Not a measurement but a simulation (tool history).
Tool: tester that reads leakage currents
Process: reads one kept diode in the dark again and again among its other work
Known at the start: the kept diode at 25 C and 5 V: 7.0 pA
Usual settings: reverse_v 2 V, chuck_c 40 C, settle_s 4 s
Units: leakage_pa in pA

Run 1, hour 0: usual settings. Result: leakage_pa 23.96 pA.
Run 2, hour 15.1: usual settings but settle_s 0.57 s. Result: leakage_pa 24.2 pA.
Run 3, hour 31.5: usual settings but settle_s 0.57 s. Result: leakage_pa 24.43 pA.
Run 4, hour 67.8: usual settings but chuck_c 54 C, settle_s 0.57 s. Result: leakage_pa 67.35 pA.
Run 5, hour 83: usual settings but chuck_c 54 C, settle_s 0.57 s. Result: leakage_pa 67.08 pA.
At hour 108.7: chuck's temperature calibrated.
Run 6, hour 114.8: usual settings. Result: leakage_pa 22.69 pA.
Run 7, hour 149.3: usual settings. Result: leakage_pa 22.75 pA.
Run 8, hour 166.1: usual settings but settle_s 2.64 s. Result: leakage_pa 22.99 pA.
Run 9, hour 181.1: usual settings but settle_s 2.64 s. Result: leakage_pa 22.92 pA.
Run 10, hour 207.1: usual settings but settle_s 2.64 s. Result: leakage_pa 23.03 pA.
Run 11, hour 230.8: usual settings. Result: leakage_pa 23 pA.
Run 12, hour 253.5: usual settings. Result: leakage_pa 23.19 pA.
Run 13, hour 289.5: usual settings but settle_s 3.66 s. Result: leakage_pa 23.27 pA.
Run 14, hour 314.4: usual settings but settle_s 3.66 s. Result: leakage_pa 23.39 pA.
Run 15, hour 339: usual settings. Result: leakage_pa 23.51 pA.
Run 16, hour 354.5: usual settings but chuck_c 28 C. Result: leakage_pa 10.95 pA.
Run 17, hour 384.6: usual settings but reverse_v 1.33 V, chuck_c 20 C, settle_s 6.77 s. Result: leakage_pa 5.55 pA.
Run 18, hour 419.3: usual settings but reverse_v 1.33 V, chuck_c 20 C, settle_s 6.77 s. Result: leakage_pa 5.58 pA.
Run 19, hour 450.5: usual settings but reverse_v 1.46 V, chuck_c 34 C, settle_s 1.32 s. Result: leakage_pa 13.68 pA.
Run 20, hour 485.9: usual settings but reverse_v 1.46 V, chuck_c 34 C, settle_s 1.32 s. Result: leakage_pa 13.62 pA.
Run 21, hour 519.9: usual settings but reverse_v 1.46 V, chuck_c 34 C, settle_s 1.32 s. Result: leakage_pa 13.81 pA.
Run 22, hour 537.8: usual settings but reverse_v 1.46 V, chuck_c 34 C, settle_s 1.32 s. Result: leakage_pa 13.81 pA.
Run 23, hour 574.2: usual settings but reverse_v 1.46 V, chuck_c 34 C, settle_s 1.32 s. Result: leakage_pa 13.93 pA.
Run 24, hour 609.4: usual settings but reverse_v 1.46 V, chuck_c 34 C, settle_s 1.32 s. Result: leakage_pa 13.95 pA.
Run 25, hour 642.9: usual settings but reverse_v 1.38 V, chuck_c 50 C, settle_s 3.29 s. Result: leakage_pa 42.33 pA.
Run 26, hour 675.9: usual settings but reverse_v 1.38 V, chuck_c 50 C, settle_s 3.29 s. Result: leakage_pa 42.68 pA.
Run 27, hour 703: usual settings but reverse_v 1.38 V, chuck_c 50 C, settle_s 3.29 s. Result: leakage_pa 42.54 pA.
Run 28, hour 721.1: usual settings but reverse_v 1.38 V, chuck_c 50 C, settle_s 3.29 s. Result: leakage_pa 42.76 pA.
Run 29, hour 745.4: usual settings but reverse_v 1.38 V, chuck_c 50 C, settle_s 3.29 s. Result: leakage_pa 42.65 pA.

Forecast each of these 5 alternatives for the next run:
Run A, hour 761.9: usual settings but settle_s 0.33 s. Result: leakage_pa ?.
Run B, hour 761.9: usual settings but reverse_v 1.38 V, settle_s 2.91 s. Result: leakage_pa ?.
Run C, hour 761.9: usual settings but chuck_c 22 C, settle_s 1.2 s. Result: leakage_pa ?.
Run D, hour 761.9: usual settings but reverse_v 7.63 V, chuck_c 49 C, settle_s 0.39 s. Result: leakage_pa ?.
Run E, hour 761.9: usual settings but reverse_v 5.85 V, chuck_c 22 C, settle_s 0.4 s. Result: leakage_pa ?.

run  leakage_pa
  A        25.7
  B       20.81
  C        9.13
  D       88.78
  E       22.04
Without the tool's hidden state the same runs would have given:
run  leakage_pa
  A       19.82
  B        16.6
  C           4
  D       66.97
  E        7.42
